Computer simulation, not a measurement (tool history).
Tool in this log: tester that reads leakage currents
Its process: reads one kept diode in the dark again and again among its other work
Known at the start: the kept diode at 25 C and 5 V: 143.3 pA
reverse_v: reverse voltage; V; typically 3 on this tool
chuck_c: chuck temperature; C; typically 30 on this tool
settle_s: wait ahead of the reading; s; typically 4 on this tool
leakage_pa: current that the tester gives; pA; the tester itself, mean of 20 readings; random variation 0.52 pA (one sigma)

Run 1, hour 0: usual settings. Result: leakage_pa 171.9 pA.
Run 2, hour 232: usual settings. Result: leakage_pa 175.37 pA.
Run 3, hour 386.4: usual settings but chuck_c 39 C. Result: leakage_pa 399.2 pA.
Run 4, hour 597: usual settings but chuck_c 39 C. Result: leakage_pa 399.57 pA.
Run 5, hour 723.1: usual settings but settle_s 0.87 s. Result: leakage_pa 179.12 pA.
Run 6, hour 859.6: usual settings but settle_s 0.87 s. Result: leakage_pa 179.79 pA.
Run 7, hour 1005.8: usual settings but settle_s 0.87 s. Result: leakage_pa 182.01 pA.
Run 8, hour 1185.4: usual settings but settle_s 0.87 s. Result: leakage_pa 182.44 pA.
Run 9, hour 1371.2: usual settings but settle_s 0.87 s. Result: leakage_pa 185.07 pA.
Run 10, hour 1587.6: usual settings. Result: leakage_pa 186.61 pA.
Run 11, hour 1774: usual settings. Result: leakage_pa 188.2 pA.
At hour 1807.3: probe card cleaned and baked.
Run 12, hour 1927.2: usual settings. Result: leakage_pa 194.08 pA.
Run 13, hour 2096.3: usual settings. Result: leakage_pa 196.58 pA.
Run 14, hour 2287.4: usual settings. Result: leakage_pa 198.45 pA.
Run 15, hour 2430.5: usual settings but reverse_v 1.05 V, chuck_c 56 C, settle_s 2.08 s. Result: leakage_pa 940.88 pA.
Run 16, hour 2667.8: usual settings but reverse_v 1.05 V, chuck_c 56 C, settle_s 2.08 s. Result: leakage_pa 946.82 pA.
Run 17, hour 2810.4: usual settings but reverse_v 1.83 V, settle_s 2.18 s. Result: leakage_pa 149.26 pA.
At hour 2853.7: probe card cleaned and baked, once more.
Run 18, hour 2960.4: usual settings but reverse_v 1.83 V, settle_s 4.13 s. Result: leakage_pa 140.43 pA.
At hour 3080.1: chuck's temperature calibrated.
Run 19, hour 3108.5: usual settings but reverse_v 2.09 V, chuck_c 22 C, settle_s 4.13 s. Result: leakage_pa 63.95 pA.
Run 20, hour 3346.6: usual settings but reverse_v 2.09 V, chuck_c 22 C, settle_s 4.13 s. Result: leakage_pa 65.29 pA.
Run 21, hour 3472: usual settings but reverse_v 5.93 V, chuck_c 60 C, settle_s 1.67 s. Result: leakage_pa 3429.76 pA.
Run 22, hour 3630.9: usual settings but reverse_v 11.72 V, chuck_c 33 C, settle_s 5.79 s. Result: leakage_pa 528.76 pA.
Run 23, hour 3814.6: usual settings but reverse_v 11 V, chuck_c 38 C, settle_s 0.97 s. Result: leakage_pa 808.39 pA.
Run 24, hour 3988.4: usual settings but reverse_v 15.5 V. Result: leakage_pa 492.94 pA.
Run 25, hour 4095.9: usual settings but reverse_v 15.5 V, chuck_c 47 C. Result: leakage_pa 2181.68 pA.
At hour 4213.5: tester calibrated.
Run 26, hour 4296.7: usual settings but reverse_v 15.67 V, chuck_c 52 C, settle_s 1.44 s. Result: leakage_pa 3353.44 pA.

What if the next run were any one of these 5? Each begins from the tool's condition after run 26:
Run A, hour 4526.3: usual settings but reverse_v 11.4 V, chuck_c 20 C, settle_s 0.5 s. Result: leakage_pa ?.
Run B, hour 4526.3: usual settings but reverse_v 19.22 V, chuck_c 24 C, settle_s 6.01 s. Result: leakage_pa ?.
Run C, hour 4526.3: usual settings but reverse_v 15.67 V, chuck_c 33 C, settle_s 1.44 s. Result: leakage_pa ?.
Run D, hour 4526.3: usual settings but reverse_v 12.19 V, chuck_c 52 C, settle_s 0.38 s. Result: leakage_pa ?.
Run E, hour 4526.3: usual settings but reverse_v 1.29 V, settle_s 1.44 s. Result: leakage_pa ?.

run  leakage_pa
  A      175.37
  B      345.05
  C      675.89
  D     2918.13
  E      111.59
With no hidden state in the tool, these same runs would have given:
run  leakage_pa
  A      145.44
  B      291.66
  C      611.14
  D     2752.59
  E         103

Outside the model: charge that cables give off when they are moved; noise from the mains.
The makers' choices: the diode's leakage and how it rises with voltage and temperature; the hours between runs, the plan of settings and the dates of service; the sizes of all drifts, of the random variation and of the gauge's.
